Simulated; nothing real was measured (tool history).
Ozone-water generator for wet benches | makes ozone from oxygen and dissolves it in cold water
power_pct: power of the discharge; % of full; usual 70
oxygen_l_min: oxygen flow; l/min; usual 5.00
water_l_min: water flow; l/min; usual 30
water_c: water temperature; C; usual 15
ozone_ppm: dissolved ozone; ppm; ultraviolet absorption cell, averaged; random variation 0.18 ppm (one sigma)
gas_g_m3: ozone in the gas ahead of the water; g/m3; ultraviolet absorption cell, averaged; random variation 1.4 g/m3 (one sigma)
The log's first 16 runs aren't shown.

run	hour	power_pct	oxygen_l_min	water_l_min	water_c	hours of work since the electrodes were changed	hours of work since the contactor was cleaned	hours of work since the thermometer was calibrated	ozone_ppm	gas_g_m3
17	595.1	70	5.00	22	15	1257	2164	2979	29.9	255.9
18	618.4	50	5.00	41	15	1280	2187	3002	14.7	206.3
19	668.6	50	5.00	41	15	1328	2235	3050	14.6	206.0
20	708.0	57	5.00	30	15	1366	2273	3088	20.8	224.2
21	732.5	88	5.24	30	15	1390	2297	3112	27.6	283.6
22	772.7	88	5.24	30	15	1428	2336	3150	27.9	285.7
23	801.3	88	5.24	28	15	1456	2363	3178	28.7	285.4
24	829.6	88	5.24	28	14	1483	2390	3205	29.0	282.1
25	863.7	44	4.03	36	18	1516	2423	3238	14.0	209.4
26	891.3	75	7.32	38	19	1543	2450	3265	21.1	221.3
27	915.1	70	4.54	45	15	1566	2473	3288	15.8	261.8
28	946.9	70	4.54	45	15	1596	2503	3318	15.8	261.0
29	994.4	46	5.00	30	12	1642	2549	3364	18.6	194.2
30	1048.2	70	5.00	37	15	1694	2601	3416	19.3	248.0
31	1079.4	70	5.00	37	15	1724	2631	3446	19.6	250.4
32	1131.0	52	5.80	30	15	1774	2681	3496	20.1	196.8

Forecast each of these 3 alternatives for the next run:
A	1180.8	52	4.06	44	10	1822	2729	3544	?	?
B	1180.8	46	5.80	30	15	1822	2729	3544	?	?
C	1180.8	70	2.62	30	7	1822	2729	3544	?	?

run	ozone_ppm	gas_g_m3
A	13.1	227.1
B	18.7	179.7
C	20.4	332.7
Without the tool's hidden state the same runs would have given:
run	ozone_ppm	gas_g_m3
A	14.6	238.8
B	20.5	188.1
C	22.6	353.8
